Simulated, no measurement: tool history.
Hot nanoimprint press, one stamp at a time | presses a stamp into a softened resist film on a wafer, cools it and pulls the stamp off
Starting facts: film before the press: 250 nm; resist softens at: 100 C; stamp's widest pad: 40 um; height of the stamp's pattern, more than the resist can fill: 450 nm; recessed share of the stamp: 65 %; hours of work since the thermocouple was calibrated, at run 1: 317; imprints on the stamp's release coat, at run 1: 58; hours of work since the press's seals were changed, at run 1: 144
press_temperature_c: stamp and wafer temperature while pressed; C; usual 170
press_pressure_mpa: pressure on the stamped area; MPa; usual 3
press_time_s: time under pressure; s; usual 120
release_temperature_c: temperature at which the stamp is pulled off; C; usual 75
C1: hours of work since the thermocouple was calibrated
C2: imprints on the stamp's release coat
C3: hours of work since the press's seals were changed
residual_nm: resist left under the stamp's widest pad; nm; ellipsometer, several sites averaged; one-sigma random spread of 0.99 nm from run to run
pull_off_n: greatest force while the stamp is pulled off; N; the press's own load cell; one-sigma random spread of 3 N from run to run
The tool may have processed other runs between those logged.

Run 1, hour 0: usual settings; C1 317; C2 58; C3 144. Result: residual_nm 142.4 nm, pull_off_n 143 N.
Run 2, hour 80.5: usual settings; C1 350; C2 204; C3 177. Result: residual_nm 143.2 nm, pull_off_n 141 N.
Run 3, hour 157.7: usual settings but release_temperature_c 76 C; C1 382; C2 345; C3 209. Result: residual_nm 142.2 nm, pull_off_n 142 N.
Run 4, hour 233.7: usual settings but release_temperature_c 76 C; C1 414; C2 483; C3 241. Result: residual_nm 143.5 nm, pull_off_n 145 N.
Run 5, hour 327.2: usual settings but press_time_s 224 s; C1 452; C2 654; C3 279. Result: residual_nm 117.8 nm, pull_off_n 139 N.
At hour 399: stamp cleaned and given a new release coat.
Run 6, hour 399: usual settings but press_temperature_c 159 C; C1 479; C2 0; C3 307. Result: residual_nm 202.6 nm, pull_off_n 146 N.
Run 7, hour 451: usual settings; C1 501; C2 94; C3 328. Result: residual_nm 142.2 nm, pull_off_n 147 N.
Run 8, hour 553.4: usual settings; C1 543; C2 281; C3 371. Result: residual_nm 142.3 nm, pull_off_n 144 N.
Run 9, hour 608: usual settings; C1 566; C2 380; C3 393. Result: residual_nm 143.4 nm, pull_off_n 148 N.
At hour 630.4: plate thermocouple calibrated.
Run 10, hour 712.8: usual settings but press_pressure_mpa 4.78 MPa, release_temperature_c 77 C; C1 34; C2 566; C3 435. Result: residual_nm 111.9 nm, pull_off_n 143 N.
Run 11, hour 793.1: usual settings but press_temperature_c 178 C, press_pressure_mpa 4.78 MPa, release_temperature_c 63 C; C1 67; C2 712; C3 469. Result: residual_nm 80.9 nm, pull_off_n 163 N.
At hour 835.4: stamp cleaned and given a new release coat.
Run 12, hour 849.3: usual settings but press_temperature_c 178 C, press_pressure_mpa 4.78 MPa, release_temperature_c 63 C; C1 88; C2 25; C3 489. Result: residual_nm 82.9 nm, pull_off_n 163 N.
Run 13, hour 893.7: usual settings but press_temperature_c 178 C, press_pressure_mpa 4.78 MPa, release_temperature_c 63 C; C1 106; C2 106; C3 508. Result: residual_nm 81.6 nm, pull_off_n 162 N.
Run 14, hour 998.5: usual settings but press_temperature_c 178 C, press_pressure_mpa 3.01 MPa, press_time_s 98 s, release_temperature_c 78 C; C1 150; C2 297; C3 551. Result: residual_nm 113.6 nm, pull_off_n 140 N.
Run 15, hour 1095.5: usual settings but press_temperature_c 181 C, press_pressure_mpa 2.01 MPa, press_time_s 190 s; C1 190; C2 474; C3 591. Result: residual_nm 105.3 nm, pull_off_n 152 N.
Run 16, hour 1157.1: usual settings but press_pressure_mpa 2.62 MPa; C1 215; C2 586; C3 617. Result: residual_nm 153.1 nm, pull_off_n 143 N.
Run 17, hour 1243.6: usual settings but press_temperature_c 171 C, press_time_s 143 s; C1 251; C2 744; C3 652. Result: residual_nm 131.8 nm, pull_off_n 139 N.
At hour 1266.4: stamp cleaned and given a new release coat.
Run 18, hour 1329.9: usual settings but press_temperature_c 171 C, press_pressure_mpa 2.61 MPa, press_time_s 146 s, release_temperature_c 76 C; C1 284; C2 116; C3 686. Result: residual_nm 140.4 nm, pull_off_n 142 N.

How the hidden state differs across the entries between the runs, from the last listed run before each to the first after it:
After run 5, before run 6: stamp cleaned and given a new release coat (hour 399)
  grip of the stamp's worn release coat, % over a new coat's: 0.6 -> 0
After run 9, before run 10: plate thermocouple calibrated (hour 630.4)
  true temperature over the reading, C: -0.05 -> 0; pressure that arrives at the usual setting, %: 99.93 -> 99.92; grip of the stamp's worn release coat, % over a new coat's: 0.4 -> 0.5
After run 11, before run 12: stamp cleaned and given a new release coat (hour 835.4)
  pressure that arrives at the usual setting, %: 99.92 -> 99.91; grip of the stamp's worn release coat, % over a new coat's: 0.7 -> 0
After run 17, before run 18: stamp cleaned and given a new release coat (hour 1266.4)
  grip of the stamp's worn release coat, % over a new coat's: 0.7 -> 0.1

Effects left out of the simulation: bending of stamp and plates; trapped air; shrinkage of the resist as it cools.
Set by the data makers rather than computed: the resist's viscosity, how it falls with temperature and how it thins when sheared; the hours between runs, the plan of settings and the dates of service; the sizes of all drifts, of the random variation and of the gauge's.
